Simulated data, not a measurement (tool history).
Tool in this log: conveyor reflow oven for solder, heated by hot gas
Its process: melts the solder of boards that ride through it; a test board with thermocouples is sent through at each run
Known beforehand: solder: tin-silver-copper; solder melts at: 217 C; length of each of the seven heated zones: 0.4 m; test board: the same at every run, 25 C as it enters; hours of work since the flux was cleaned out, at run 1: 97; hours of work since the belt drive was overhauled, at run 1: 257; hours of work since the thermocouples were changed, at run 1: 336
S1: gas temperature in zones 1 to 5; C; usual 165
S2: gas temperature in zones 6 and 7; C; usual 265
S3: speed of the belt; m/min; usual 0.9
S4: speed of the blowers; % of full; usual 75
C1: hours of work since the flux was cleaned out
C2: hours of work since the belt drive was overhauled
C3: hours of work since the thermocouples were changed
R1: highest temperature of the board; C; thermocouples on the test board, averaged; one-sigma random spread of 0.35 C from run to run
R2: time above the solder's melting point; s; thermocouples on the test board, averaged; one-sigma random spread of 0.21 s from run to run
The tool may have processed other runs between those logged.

Run 1, hour 0: usual settings; C1 97; C2 257; C3 336. Result: R1 248.4 C, R2 36.2 s.
Run 2, hour 28.4: usual settings but S1 171 C; C1 119; C2 279; C3 359. Result: R1 249.6 C, R2 37.6 s.
Run 3, hour 77.7: usual settings; C1 157; C2 317; C3 397. Result: R1 247.9 C, R2 35.7 s.
At hour 86.3: flux residue cleaned out of gas plates and filters.
Run 4, hour 124.2: usual settings; C1 30; C2 350; C3 430. Result: R1 248.9 C, R2 36.7 s.
Run 5, hour 151.5: usual settings; C1 51; C2 371; C3 451. Result: R1 248.3 C, R2 36.6 s.
Run 6, hour 190.3: usual settings; C1 81; C2 401; C3 481. Result: R1 247.7 C, R2 35.6 s.
Run 7, hour 231.7: usual settings; C1 113; C2 433; C3 513. Result: R1 247.9 C, R2 35.9 s.
Run 8, hour 266.1: usual settings but S2 278 C; C1 140; C2 460; C3 540. Result: R1 259.3 C, R2 41 s.
At hour 298.8: flux residue cleaned out of gas plates and filters.
Run 9, hour 302: usual settings; C1 2; C2 484; C3 564. Result: R1 248.7 C, R2 36.5 s.
Run 10, hour 361.9: usual settings but S2 262 C; C1 49; C2 531; C3 611. Result: R1 245.4 C, R2 34.7 s.
Run 11, hour 403.2: usual settings; C1 82; C2 564; C3 643. Result: R1 247.7 C, R2 35.6 s.
Run 12, hour 461.3: usual settings; C1 127; C2 609; C3 689. Result: R1 246.9 C, R2 35.6 s.
At hour 498.5: thermocouples of zones 6 and 7 changed.
At hour 515.4: flux residue cleaned out of gas plates and filters.
Run 13, hour 519.7: usual settings; C1 3; C2 649; C3 13. Result: R1 250.4 C, R2 37.8 s.
Run 14, hour 543.9: usual settings; C1 22; C2 668; C3 32. Result: R1 250.5 C, R2 37.3 s.
Run 15, hour 594.6: usual settings but S2 254 C, S3 1.006 m/min; C1 62; C2 708; C3 71. Result: R1 236.8 C, R2 24.6 s.
Run 16, hour 628.6: usual settings but S2 254 C, S3 1.006 m/min; C1 88; C2 734; C3 98. Result: R1 236.2 C, R2 24.2 s.
Run 17, hour 685.2: usual settings but S1 167 C, S2 257 C, S3 0.738 m/min; C1 133; C2 778; C3 142. Result: R1 247.1 C, R2 45.9 s.
At hour 726.8: flux residue cleaned out of gas plates and filters.
Run 18, hour 729.2: usual settings but S1 167 C, S2 257 C, S3 0.738 m/min; C1 2; C2 809; C3 172. Result: R1 248.4 C, R2 46.7 s.
Run 19, hour 787.5: usual settings but S2 271 C, S4 65 % of full; C1 47; C2 854; C3 218. Result: R1 253.8 C, R2 38.5 s.
Run 20, hour 816.9: usual settings but S2 271 C, S4 65 % of full; C1 70; C2 877; C3 241. Result: R1 252.2 C, R2 38.7 s.
Run 21, hour 843.1: usual settings but S1 155 C, S2 262 C, S3 0.808 m/min, S4 86 % of full; C1 91; C2 898; C3 261. Result: R1 248.9 C, R2 40.4 s.

Alternative continuations, all from the tool just after run 21; predict every row:
Run A, hour 878.9: usual settings but S3 0.837 m/min, S4 69 % of full; C1 119; C2 926; C3 289. Result: R1 ?, R2 ?.
Run B, hour 878.9: usual settings but S1 170 C, S2 260 C, S4 59 % of full; C1 119; C2 926; C3 289. Result: R1 ?, R2 ?.
Run C, hour 878.9: usual settings but S1 154 C, S2 263 C, S3 0.808 m/min, S4 82 % of full; C1 119; C2 926; C3 289. Result: R1 ?, R2 ?.
Run D, hour 878.9: usual settings but S1 177 C, S2 262 C, S3 0.808 m/min, S4 86 % of full; C1 119; C2 926; C3 289. Result: R1 ?, R2 ?.
Run E, hour 878.9: usual settings but S1 164 C, S2 262 C, S3 0.808 m/min, S4 86 % of full; C1 119; C2 926; C3 289. Result: R1 ?, R2 ?.

run     R1    R2
  A  250.1  40.5
  B  242.3  33.4
  C  248.8  39.8
  D  252.5  46.8
  E  250.6  42.3
Stripped of hidden state, with their random variation kept, the same runs would have yielded:
run     R1    R2
  A  251.8  41.3
  B  243.9  34.4
  C  250.6  40.7
  D  254.1  47.3
  E  252.3  43.2

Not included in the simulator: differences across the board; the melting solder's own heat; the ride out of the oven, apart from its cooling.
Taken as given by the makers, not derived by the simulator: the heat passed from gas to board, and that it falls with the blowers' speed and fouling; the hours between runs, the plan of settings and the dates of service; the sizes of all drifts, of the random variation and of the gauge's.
